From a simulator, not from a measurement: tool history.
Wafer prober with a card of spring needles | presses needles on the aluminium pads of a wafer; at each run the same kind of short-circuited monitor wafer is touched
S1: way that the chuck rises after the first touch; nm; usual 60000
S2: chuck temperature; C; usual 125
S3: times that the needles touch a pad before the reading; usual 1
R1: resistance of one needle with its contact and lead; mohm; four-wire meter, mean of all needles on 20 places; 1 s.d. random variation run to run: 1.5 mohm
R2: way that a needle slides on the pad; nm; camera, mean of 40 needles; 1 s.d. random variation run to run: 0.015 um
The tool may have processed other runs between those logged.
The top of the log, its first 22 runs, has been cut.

run	day	S1	S2	S3	R1	R2
# day 45.158: tips cleaned on abrasive film
23	45.825	72000	75	2	123	12060
# day 46.638: tips cleaned on abrasive film
24	47.712	72000	75	2	124	12080
# day 48.212: tips cleaned on abrasive film
# day 49.733: tips cleaned on abrasive film
25	50.075	53000	75	2	131	8890
# day 51.225: tips cleaned on abrasive film
26	51.667	63000	39	2	121	10600
# day 52.75: tips cleaned on abrasive film
27	53.488	71000	31	2	118	11970
# day 54.354: tips cleaned on abrasive film
# day 55.846: tips cleaned on abrasive film
28	56.067	47000	57	2	131	7970
# day 57.479: tips cleaned on abrasive film
29	58.279	47000	57	2	130	7960
# day 59.071: tips cleaned on abrasive film
# day 60.608: tips cleaned on abrasive film
30	60.725	65000	25	1	120	11030
# day 61.162: height of the first contact set anew
# day 61.762: gauge calibrated
# day 62.196: tips cleaned on abrasive film
31	63.129	65000	25	1	117	10830

Consider 5 possible next runs. They are alternatives, not a sequence: every one starts from the tool as it was left by run 31. What does each give?
# day 63.7: tips cleaned on abrasive film
A	64.808	75000	125	1	?	?
# day 63.7: tips cleaned on abrasive film
B	64.808	63000	25	2	?	?
# day 63.7: tips cleaned on abrasive film
C	64.808	65000	29	1	?	?
# day 63.7: tips cleaned on abrasive film
D	64.808	59000	25	1	?	?
# day 63.7: tips cleaned on abrasive film
E	64.808	77000	37	1	?	?

run	R1	R2
A	130	12490
B	119	10510
C	119	10830
D	120	9840
E	117	12840
Without the tool's unlogged condition, the same runs would have read:
run	R1	R2
A	130	12460
B	119	10490
C	119	10810
D	120	9820
E	117	12810
